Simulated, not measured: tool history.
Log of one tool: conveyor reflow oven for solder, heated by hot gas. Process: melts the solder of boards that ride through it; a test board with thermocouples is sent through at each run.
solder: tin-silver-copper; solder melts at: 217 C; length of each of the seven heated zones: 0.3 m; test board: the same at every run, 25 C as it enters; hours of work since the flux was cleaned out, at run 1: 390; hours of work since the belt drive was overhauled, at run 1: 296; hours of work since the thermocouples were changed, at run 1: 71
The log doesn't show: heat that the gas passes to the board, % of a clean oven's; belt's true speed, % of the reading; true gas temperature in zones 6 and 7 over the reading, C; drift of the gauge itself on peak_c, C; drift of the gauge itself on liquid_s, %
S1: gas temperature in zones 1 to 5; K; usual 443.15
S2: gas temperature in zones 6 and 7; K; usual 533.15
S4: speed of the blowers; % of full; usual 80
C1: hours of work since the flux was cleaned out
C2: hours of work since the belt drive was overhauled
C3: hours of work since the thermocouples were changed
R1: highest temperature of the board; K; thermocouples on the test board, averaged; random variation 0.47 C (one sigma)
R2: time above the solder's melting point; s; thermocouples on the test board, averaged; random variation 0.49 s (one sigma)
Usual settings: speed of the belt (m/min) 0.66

run 1 hour=0 | S1=443.15 S2=533.15 speed_of_the_belt_(m/min)=0.66 S4=80 | C1=390 C2=296 C3=71 | R1=515.25 R2=33.6
run 2 hour=11.8 | S1=443.15 S2=533.15 speed_of_the_belt_(m/min)=0.66 S4=80 | C1=399 C2=305 C3=80 | R1=514.85 R2=32
run 3 hour=19.5 | S1=443.15 S2=533.15 speed_of_the_belt_(m/min)=0.66 S4=80 | C1=405 C2=311 C3=86 | R1=513.95 R2=33.1
run 4 hour=29 | S1=443.15 S2=533.15 speed_of_the_belt_(m/min)=0.66 S4=80 | C1=412 C2=319 C3=94 | R1=515.35 R2=32.3
run 5 hour=35.8 | S1=443.15 S2=533.15 speed_of_the_belt_(m/min)=0.66 S4=80 | C1=418 C2=324 C3=99 | R1=514.65 R2=32.7
run 6 hour=43.7 | S1=443.15 S2=533.15 speed_of_the_belt_(m/min)=0.66 S4=80 | C1=424 C2=330 C3=105 | R1=514.55 R2=32.3
run 7 hour=53.5 | S1=443.15 S2=533.15 speed_of_the_belt_(m/min)=0.66 S4=80 | C1=431 C2=338 C3=113 | R1=515.15 R2=32.3
run 8 hour=62.4 | S1=443.15 S2=533.15 speed_of_the_belt_(m/min)=0.66 S4=80 | C1=438 C2=345 C3=120 | R1=513.95 R2=32.7
run 9 hour=70.6 | S1=443.15 S2=533.15 speed_of_the_belt_(m/min)=0.66 S4=80 | C1=445 C2=351 C3=126 | R1=513.45 R2=31.9
run 10 hour=81 | S1=448.15 S2=533.15 speed_of_the_belt_(m/min)=0.66 S4=80 | C1=453 C2=359 C3=134 | R1=516.05 R2=34.6
run 11 hour=88.1 | S1=448.15 S2=523.15 speed_of_the_belt_(m/min)=0.66 S4=80 | C1=459 C2=365 C3=140 | R1=507.05 R2=27.6
-- hour=94.4 flux residue cleaned out of gas plates and filters
run 12 hour=104.1 | S1=440.15 S2=533.15 speed_of_the_belt_(m/min)=0.66 S4=80 | C1=8 C2=374 C3=149 | R1=516.45 R2=33.8
run 13 hour=111 | S1=443.15 S2=533.15 speed_of_the_belt_(m/min)=0.66 S4=80 | C1=13 C2=379 C3=154 | R1=517.95 R2=35
run 14 hour=123.1 | S1=443.15 S2=533.15 speed_of_the_belt_(m/min)=0.66 S4=80 | C1=23 C2=389 C3=163 | R1=517.25 R2=34.7
-- hour=127.8 belt drive overhauled, speed set with a stopwatch
run 15 hour=134.3 | S1=443.15 S2=533.15 speed_of_the_belt_(m/min)=0.66 S4=80 | C1=28 C2=5 C3=169 | R1=516.45 R2=36.1
run 16 hour=143.7 | S1=443.15 S2=533.15 speed_of_the_belt_(m/min)=0.66 S4=80 | C1=35 C2=12 C3=176 | R1=517.55 R2=36.1
run 17 hour=151.2 | S1=443.15 S2=545.15 speed_of_the_belt_(m/min)=0.7 S4=80 | C1=41 C2=18 C3=182 | R1=524.95 R2=36.8
-- hour=157.5 belt drive overhauled, speed set with a stopwatch, once more
run 18 hour=167.2 | S1=443.15 S2=545.15 speed_of_the_belt_(m/min)=0.7 S4=80 | C1=51 C2=8 C3=192 | R1=525.15 R2=36.7
run 19 hour=174.3 | S1=444.15 S2=542.15 speed_of_the_belt_(m/min)=0.573 S4=65 | C1=56 C2=13 C3=197 | R1=524.05 R2=46
run 20 hour=184.6 | S1=443.15 S2=540.15 speed_of_the_belt_(m/min)=0.642 S4=67 | C1=64 C2=21 C3=205 | R1=519.65 R2=36.9
run 21 hour=196.9 | S1=456.15 S2=533.15 speed_of_the_belt_(m/min)=0.66 S4=73 | C1=74 C2=31 C3=215 | R1=517.45 R2=38
run 22 hour=205.5 | S1=445.15 S2=533.15 speed_of_the_belt_(m/min)=0.66 S4=56 | C1=81 C2=38 C3=222 | R1=508.45 R2=26.7
run 23 hour=215.6 | S1=453.15 S2=533.15 speed_of_the_belt_(m/min)=0.533 S4=80 | C1=89 C2=45 C3=230 | R1=522.65 R2=52.8
run 24 hour=224 | S1=447.15 S2=533.15 speed_of_the_belt_(m/min)=0.66 S4=80 | C1=95 C2=52 C3=236 | R1=516.95 R2=36.3
run 25 hour=230.9 | S1=447.15 S2=533.15 speed_of_the_belt_(m/min)=0.66 S4=80 | C1=101 C2=57 C3=242 | R1=516.95 R2=36.5
run 26 hour=237.8 | S1=447.15 S2=533.15 speed_of_the_belt_(m/min)=0.66 S4=80 | C1=106 C2=63 C3=247 | R1=516.75 R2=35.8
run 27 hour=243.2 | S1=441.15 S2=537.15 speed_of_the_belt_(m/min)=0.684 S4=70 | C1=110 C2=67 C3=251 | R1=514.35 R2=30.8
run 28 hour=251.5 | S1=445.15 S2=524.15 speed_of_the_belt_(m/min)=0.66 S4=66 | C1=117 C2=74 C3=258 | R1=505.65 R2=24
run 29 hour=263.2 | S1=445.15 S2=524.15 speed_of_the_belt_(m/min)=0.66 S4=59 | C1=126 C2=83 C3=267 | R1=501.85 R2=19.3
run 30 hour=275.5 | S1=445.15 S2=524.15 speed_of_the_belt_(m/min)=0.66 S4=59 | C1=136 C2=92 C3=277 | R1=502.35 R2=19.7

Forecast each of these 4 alternatives for the next run:
run A hour=284.3 | S1=443.15 S2=522.15 speed_of_the_belt_(m/min)=0.66 S4=80 | C1=143 C2=99 C3=283 | R1=? R2=?
run B hour=284.3 | S1=455.15 S2=522.15 speed_of_the_belt_(m/min)=0.677 S4=59 | C1=143 C2=99 C3=283 | R1=? R2=?
run C hour=284.3 | S1=429.15 S2=524.15 speed_of_the_belt_(m/min)=0.66 S4=54 | C1=143 C2=99 C3=283 | R1=? R2=?
run D hour=284.3 | S1=445.15 S2=524.15 speed_of_the_belt_(m/min)=0.715 S4=59 | C1=143 C2=99 C3=283 | R1=? R2=?

run=A R1=506.15 R2=26.7
run=B R1=502.25 R2=21.7
run=C R1=494.35 R2=8.4
run=D R1=499.35 R2=13.6
Without the tool's hidden state the same runs would have given:
run=A R1=507.75 R2=28.4
run=B R1=503.55 R2=23.5
run=C R1=495.85 R2=10.6
run=D R1=500.85 R2=15.6
